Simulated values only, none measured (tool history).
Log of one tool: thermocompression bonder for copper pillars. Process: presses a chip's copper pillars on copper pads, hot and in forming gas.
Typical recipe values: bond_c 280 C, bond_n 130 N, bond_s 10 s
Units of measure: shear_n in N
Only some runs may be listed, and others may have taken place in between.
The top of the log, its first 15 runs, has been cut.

run 16 hour=111.3 | bond_c=280 bond_n=130 bond_s=10 | shear_n=57.1
run 17 hour=117.2 | bond_c=280 bond_n=118 bond_s=10 | shear_n=53.2
run 18 hour=127.3 | bond_c=280 bond_n=130 bond_s=10 | shear_n=56.9
run 19 hour=133.3 | bond_c=280 bond_n=130 bond_s=10 | shear_n=57.2
run 20 hour=140 | bond_c=280 bond_n=130 bond_s=10 | shear_n=56.9
run 21 hour=145 | bond_c=280 bond_n=130 bond_s=10 | shear_n=56.4
run 22 hour=152.2 | bond_c=308 bond_n=125 bond_s=15 | shear_n=77
-- hour=161.5 forming gas filter changed
run 23 hour=163.5 | bond_c=284 bond_n=110 bond_s=6 | shear_n=45
run 24 hour=169.3 | bond_c=284 bond_n=110 bond_s=6 | shear_n=44.8
run 25 hour=174.2 | bond_c=253 bond_n=124 bond_s=20 | shear_n=52.5
run 26 hour=182.1 | bond_c=270 bond_n=152 bond_s=14 | shear_n=65.7
run 27 hour=188.5 | bond_c=270 bond_n=152 bond_s=14 | shear_n=65.9
run 28 hour=199.2 | bond_c=270 bond_n=152 bond_s=14 | shear_n=65.8
run 29 hour=209.4 | bond_c=286 bond_n=123 bond_s=14 | shear_n=66.2
run 30 hour=218.3 | bond_c=286 bond_n=123 bond_s=14 | shear_n=65.1
run 31 hour=224.8 | bond_c=259 bond_n=148 bond_s=28 | shear_n=68.8
run 32 hour=231.9 | bond_c=280 bond_n=104 bond_s=10 | shear_n=48.4
run 33 hour=242.3 | bond_c=294 bond_n=138 bond_s=26 | shear_n=84.8
run 34 hour=251.2 | bond_c=285 bond_n=130 bond_s=7 | shear_n=54
run 35 hour=259.7 | bond_c=258 bond_n=130 bond_s=11 | shear_n=45.9
run 36 hour=269.8 | bond_c=251 bond_n=154 bond_s=11 | shear_n=48.6
run 37 hour=278.7 | bond_c=251 bond_n=154 bond_s=11 | shear_n=48.4
run 38 hour=284.9 | bond_c=278 bond_n=137 bond_s=26 | shear_n=75.6
run 39 hour=290.1 | bond_c=265 bond_n=191 bond_s=15 | shear_n=71.3
run 40 hour=298 | bond_c=265 bond_n=191 bond_s=15 | shear_n=71.1

Predict each of these 4 candidate next runs independently; none follows another, all start after run 40:
run A hour=305.8 | bond_c=280 bond_n=130 bond_s=5 | shear_n=?
run B hour=305.8 | bond_c=257 bond_n=131 bond_s=13 | shear_n=?
run C hour=305.8 | bond_c=252 bond_n=97 bond_s=9 | shear_n=?
run D hour=305.8 | bond_c=265 bond_n=158 bond_s=15 | shear_n=?

run=A shear_n=45
run=B shear_n=48.2
run=C shear_n=29.4
run=D shear_n=63.9
The same runs, with their run-to-run variation unchanged, on a tool lacking any hidden condition would have given:
run=A shear_n=48.3
run=B shear_n=51.9
run=C shear_n=32
run=D shear_n=68.1
